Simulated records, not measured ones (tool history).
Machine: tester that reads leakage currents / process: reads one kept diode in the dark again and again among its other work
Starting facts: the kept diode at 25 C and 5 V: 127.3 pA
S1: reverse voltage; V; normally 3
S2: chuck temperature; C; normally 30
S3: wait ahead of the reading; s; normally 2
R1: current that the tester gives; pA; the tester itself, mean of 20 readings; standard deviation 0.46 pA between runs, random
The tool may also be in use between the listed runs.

run	hour	S1	S2	S3	R1
1	0	3	30	2	157.35
2	218.7	3	30	2	154.04
3	369	3	39	2	306.16
4	478.9	3	39	2	303.97
5	622	3	39	2	297.1
6	801.7	2.49	30	2	132.38
7	1001.8	3	31	2	152.19
8	1097.1	3	30	2	139.92
# hour 1171.4: chuck's temperature calibrated
9	1243.3	3	27	2	123.86
10	1334.3	5.88	38	2.04	402.83
# hour 1410.3: probe card cleaned and baked
11	1529.3	3	23	2	83.1
12	1672.5	3.69	23	0.37	90.57
# hour 1795.9: tester calibrated
13	1847.6	3.69	23	1.77	86.69
14	1957.3	3.69	23	1.77	85.58
15	2121.1	1.87	23	2	60.97
16	2322.8	3	41	2	320.63
# hour 2405.4: chuck's temperature calibrated
17	2515.9	8.41	31	1.5	264.91
18	2605.7	8.41	26	3.4	176.42

Same runs, no hidden state in the tool, same run-to-run variation:
What the log doesn't record here: stray current of the dirty probe card, pA a volt; current scale over the true one, %; true chuck temperature over the reading, C; drift of the gauge itself on leakage_pa, %.
run	R1
1	152.66
2	152.96
3	311.58
4	312.93
5	310.64
6	140.26
7	164.65
8	152.76
9	118.37
10	394.65
11	85.42
12	94.59
13	93.98
14	93.84
15	68.41
16	364.29
17	264.05
18	176.45

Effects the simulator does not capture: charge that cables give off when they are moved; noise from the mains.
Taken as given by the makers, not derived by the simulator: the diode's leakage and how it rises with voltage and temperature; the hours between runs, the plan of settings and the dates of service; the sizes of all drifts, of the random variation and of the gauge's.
